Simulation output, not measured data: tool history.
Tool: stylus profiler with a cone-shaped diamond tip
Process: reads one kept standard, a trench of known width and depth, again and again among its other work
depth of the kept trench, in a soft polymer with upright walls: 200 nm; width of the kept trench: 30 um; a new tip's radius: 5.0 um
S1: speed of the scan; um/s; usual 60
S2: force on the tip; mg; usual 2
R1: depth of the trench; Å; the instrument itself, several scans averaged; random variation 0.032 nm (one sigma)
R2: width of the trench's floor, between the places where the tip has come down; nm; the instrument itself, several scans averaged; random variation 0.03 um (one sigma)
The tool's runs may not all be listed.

| run | hour | S1 | S2 | R1 | R2 |
|---|---|---|---|---|---|
| 1 | 0 | 60 | 2 | 2021.6 | 26040 |
| 2 | 87.5 | 60 | 2 | 2021.4 | 25910 |
| 3 | 149.8 | 60 | 2 | 2021.5 | 25860 |
| 4 | 223.3 | 60 | 2 | 2021.4 | 25710 |
| 5 | 314.4 | 60 | 2 | 2021.7 | 25570 |
| 6 | 355.6 | 123 | 2 | 2020.6 | 25150 |
| 7 | 422.5 | 123 | 2 | 2021 | 25040 |
| 8 | 482.8 | 60 | 0.92 | 2012 | 25170 |
|  | 487.3 | height scale calibrated on a step standard |
| 9 | 566.9 | 235 | 3.92 | 2032.7 | 24690 |
| 10 | 625.6 | 45 | 1.42 | 2015.6 | 25210 |
|  | 647.7 | height scale calibrated on a step standard, once more |
| 11 | 671.4 | 26 | 1.42 | 2015.9 | 25300 |
| 12 | 753.1 | 26 | 1.42 | 2015.6 | 25150 |
| 13 | 826.6 | 130 | 2.83 | 2025.5 | 24700 |

Forecast each of these 4 alternatives for the next run:
| A | 875.6 | 27 | 2 | ? | ? |
| B | 875.6 | 78 | 2.2 | ? | ? |
| C | 875.6 | 233 | 5.99 | ? | ? |
| D | 875.6 | 35 | 2 | ? | ? |

| run | R1 | R2 |
|---|---|---|
| A | 2019.9 | 25070 |
| B | 2021.1 | 24760 |
| C | 2042.5 | 24500 |
| D | 2019.5 | 25020 |
Without the tool's hidden state the same runs would have given:
| run | R1 | R2 |
|---|---|---|
| A | 2021.3 | 27110 |
| B | 2022.6 | 26800 |
| C | 2044 | 26540 |
| D | 2020.9 | 27060 |
